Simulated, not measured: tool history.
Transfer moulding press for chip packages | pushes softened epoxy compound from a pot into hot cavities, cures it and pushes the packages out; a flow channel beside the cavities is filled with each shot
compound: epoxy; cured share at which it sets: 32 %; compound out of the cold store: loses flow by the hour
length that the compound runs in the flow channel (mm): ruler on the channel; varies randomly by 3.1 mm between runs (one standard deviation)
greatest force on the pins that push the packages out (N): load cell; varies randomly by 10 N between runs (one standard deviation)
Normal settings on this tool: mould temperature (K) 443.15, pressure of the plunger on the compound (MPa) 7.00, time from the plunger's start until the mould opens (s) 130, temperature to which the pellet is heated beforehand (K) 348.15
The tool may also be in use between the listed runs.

run   hour  mould temperature (K)  pressure of the plunger on the compound (MPa)  time from the plunger's start until the mould opens (s)  temperature to which the pellet is heated beforehand (K)  incoming compound's hours out of the cold store  length that the compound runs in the flow channel (mm)  greatest force on the pins that push the packages out (N)
  1    0.0                 443.15                                           7.00                                                      130                                                    348.15                                             27.1                                                     827                                                        521
  2    9.9                 443.15                                           7.47                                                      130                                                    348.15                                             43.4                                                     766                                                        628
  3   15.7                 443.15                                           7.47                                                      130                                                    348.15                                             32.4                                                     826                                                        707
  4   19.9                 443.15                                           7.47                                                      130                                                    348.15                                             18.3                                                     916                                                        736
  5   29.4                 450.15                                           7.00                                                      130                                                    348.15                                             24.1                                                     818                                                        670
  6   37.3                 450.15                                           7.00                                                      130                                                    348.15                                             24.2                                                     814                                                        704
  7   46.8                 450.15                                           7.00                                                      130                                                    348.15                                             37.3                                                     745                                                        764
  8   55.8                 443.15                                           7.00                                                      130                                                    348.15                                             20.7                                                     869                                                        905
  9   60.4                 443.15                                           7.00                                                      130                                                    350.15                                             23.7                                                     845                                                        935
 10   64.4                 443.15                                           7.00                                                      130                                                    350.15                                             16.4                                                     896                                                        937
 11   68.7                 443.15                                           7.01                                                      130                                                    348.15                                             17.8                                                     886                                                        940
 12   75.8                 443.15                                           7.01                                                      130                                                    348.15                                             24.4                                                     838                                                        937
 13   80.5                 443.15                                           7.01                                                      130                                                    348.15                                             41.6                                                     746                                                        926
 14   85.7                 443.15                                           7.01                                                      130                                                    348.15                                             23.2                                                     853                                                        980
 15   94.9                 443.15                                           7.01                                                      130                                                    348.15                                             25.1                                                     835                                                        588
 16  104.6                 439.15                                           5.84                                                      130                                                    348.15                                             27.2                                                     765                                                        842
 17  112.1                 438.15                                           6.24                                                      130                                                    348.15                                             41.3                                                     725                                                        975
 18  118.0                 438.15                                           6.24                                                      130                                                    340.15                                             21.4                                                     832                                                       1086
 19  125.4                 443.15                                           7.00                                                      119                                                    342.15                                             27.1                                                     823                                                        921
 20  130.1                 443.15                                           7.00                                                      130                                                    345.15                                             10.1                                                     927                                                        890
 21  134.5                 443.15                                           5.80                                                      130                                                    344.15                                             46.1                                                     655                                                        838
 22  140.9                 443.15                                           5.20                                                      169                                                    348.15                                             36.9                                                     664                                                        761
 23  146.6                 451.15                                           5.20                                                      169                                                    339.15                                             12.5                                                     758                                                        745
 24  151.7                 451.15                                           5.20                                                      169                                                    339.15                                             27.5                                                     685                                                        773
 25  157.4                 451.15                                           5.20                                                      169                                                    339.15                                             46.0                                                     602                                                        807
 26  164.7                 451.15                                           5.20                                                      169                                                    339.15                                             27.9                                                     677                                                        824

Not shown here: 1 entry made in the log between runs. Locate each between two listed runs and compare the hidden state at the listed run before it with the hidden state at the listed run after it:
Between runs 14 and 15: cavities cleaned with cleaning compound and waxed (hour 88.5)
  pressure that reaches the compound, % of what is set: 95 -> 94.87; grip of the stained cavities, % over clean ones': 93.8 -> 17.7
  difference, measured minus the result without the unlogged condition, length that the compound runs in the flow channel (mm): -20 -> -20; greatest force on the pins that push the packages out (N): +483 -> +98

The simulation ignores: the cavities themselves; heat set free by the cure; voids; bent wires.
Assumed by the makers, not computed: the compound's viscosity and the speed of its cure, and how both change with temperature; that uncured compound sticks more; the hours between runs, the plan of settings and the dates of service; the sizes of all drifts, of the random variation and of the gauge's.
